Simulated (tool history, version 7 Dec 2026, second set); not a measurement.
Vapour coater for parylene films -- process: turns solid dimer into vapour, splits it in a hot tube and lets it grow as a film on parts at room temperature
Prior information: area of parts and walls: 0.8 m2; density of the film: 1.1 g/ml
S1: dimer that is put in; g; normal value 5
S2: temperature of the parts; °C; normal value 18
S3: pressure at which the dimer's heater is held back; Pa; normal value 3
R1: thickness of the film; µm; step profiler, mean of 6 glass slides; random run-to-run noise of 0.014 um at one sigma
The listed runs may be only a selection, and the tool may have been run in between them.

run,hour,S1,S2,S3,R1
1,0,5,18,3,3.05
2,29.8,5,18,3,3.06
3,49.6,2,18,3,1.21
4,62.6,2,10,3,1.41
5,92.1,5,15,3,3.13
6,105.4,4,29,10.62,1.75
7,132.8,3,17,11.15,1.61
8,167.7,3,20,3,1.84
9,195.4,3,20,3,1.8
10,214.5,3,20,3,1.81

Taken out of this log: 2 entries between the listed runs. Where each belongs, and how the hidden state differs across it:
In the gap between runs 4 and 5: trap's valve overhauled (hour 68.7)
  vapour lost through the trap's worn valve, %: 3.7 -> 5.6
  measured value less the no-hidden-state value, R1: -0.05 -> -0.19 µm
In the gap between runs 7 and 8: trap's valve overhauled, once more (hour 159.5)
  vapour lost through the trap's worn valve, %: 5.9 -> 0.5
  measured value less the no-hidden-state value, R1: -0.11 -> -0.01 µm
